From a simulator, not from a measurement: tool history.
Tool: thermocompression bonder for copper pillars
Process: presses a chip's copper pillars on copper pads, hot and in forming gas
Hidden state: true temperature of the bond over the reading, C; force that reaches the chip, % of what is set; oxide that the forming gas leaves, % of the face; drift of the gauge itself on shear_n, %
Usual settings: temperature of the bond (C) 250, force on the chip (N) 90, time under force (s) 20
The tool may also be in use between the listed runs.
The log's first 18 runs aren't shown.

| run | hour | temperature of the bond (C) | force on the chip (N) | time under force (s) | hours of work since the heater was calibrated | hours of work since the force cell was calibrated | hours of work since the gas filter was changed | force that shears a chip off (N) |
|---|---|---|---|---|---|---|---|---|
| 19 | 189.9 | 250 | 90 | 20 | 311 | 266 | 66 | 66.1 |
| 20 | 198.3 | 250 | 90 | 48 | 316 | 272 | 72 | 88.3 |
| 21 | 211 | 250 | 90 | 48 | 325 | 280 | 80 | 87.3 |
| 22 | 225.6 | 240 | 75 | 49 | 335 | 290 | 90 | 68.8 |
| 23 | 237.9 | 233 | 75 | 20 | 343 | 298 | 98 | 46.1 |
| 24 | 246.3 | 233 | 75 | 20 | 348 | 304 | 104 | 45.9 |
| 25 | 257.5 | 278 | 90 | 23 | 356 | 311 | 112 | 83.7 |
| 26 | 267.8 | 235 | 127 | 18 | 363 | 318 | 118 | 76 |
| 27 | 280.4 | 227 | 86 | 35 | 371 | 327 | 127 | 60.5 |
| 28 | 290.6 | 278 | 73 | 20 | 378 | 334 | 134 | 67.4 |
| 29 | 303.4 | 244 | 123 | 16 | 387 | 342 | 142 | 76.2 |

The next listed run, before its measurement:
| 30 | 312 | 273 | 123 | 45 | 393 | 348 | 148 | ? |

Run 30 gave force that shears a chip off (N) 114.2.
Without the tool's hidden state the same run would have given force that shears a chip off (N) 118.5.
